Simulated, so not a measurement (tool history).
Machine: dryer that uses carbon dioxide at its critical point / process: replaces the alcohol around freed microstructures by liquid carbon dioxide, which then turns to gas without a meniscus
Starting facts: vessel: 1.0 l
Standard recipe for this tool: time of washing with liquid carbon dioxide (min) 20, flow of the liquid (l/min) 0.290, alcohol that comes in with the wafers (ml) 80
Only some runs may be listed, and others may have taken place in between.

run     day  time of washing with liquid carbon dioxide (min)  flow of the liquid (l/min)  alcohol that comes in with the wafers (ml)  alcohol left in the vessel before it's heated (ppm by volume)
  1   0.000                                                20                       0.290                                          80                                                           1992
  2   1.450                                                20                       0.290                                          80                                                           2049
  3   3.971                                                20                       0.290                                         117                                                           3138
  4   5.700                                                20                       0.290                                         117                                                           3315
  5   8.179                                                20                       0.290                                          80                                                           2350
  6  10.704                                                20                       0.290                                          80                                                           2497
     11.383  -- inlet filter changed
  7  11.888                                                20                       0.290                                          80                                                           1188
  8  14.133                                                20                       0.290                                          80                                                           1273
  9  16.525                                                25                       0.290                                          80                                                            502
 10  18.500                                                20                       0.393                                          80                                                            355
 11  20.242                                                20                       0.290                                          80                                                           1441
 12  21.875                                                20                       0.290                                          61                                                           1122
 13  23.575                                                20                       0.290                                          80                                                           1567
 14  25.404                                                20                       0.290                                          80                                                           1613
 15  27.312                                                20                       0.357                                          80                                                            720
 16  29.067                                                20                       0.234                                          80                                                           3614
 17  30.688                                                20                       0.234                                          80                                                           3652
 18  32.058                                                20                       0.234                                          46                                                           2181
 19  33.612                                                20                       0.234                                          46                                                           2223
 20  35.050                                                20                       0.234                                          46                                                           2276
 21  37.558                                                20                       0.234                                          31                                                           1610
 22  40.088                                                20                       0.234                                          31                                                           1717
 23  42.742                                                22                       0.388                                          24                                                            178
     43.225  -- inlet filter changed
 24  45.104                                                22                       0.388                                          24                                                             98
 25  46.988                                                22                       0.388                                          24                                                            103
 26  48.788                                                16                       0.273                                          80                                                           3663
 27  50.196                                                25                       0.341                                          60                                                            200

What will run 28 give?
 28  51.354                                                25                       0.341                                          60                                                              ?

alcohol left in the vessel before it's heated (ppm by volume): 203
Had the tool carried no hidden state, the very same run would have given alcohol left in the vessel before it's heated (ppm by volume) 119.
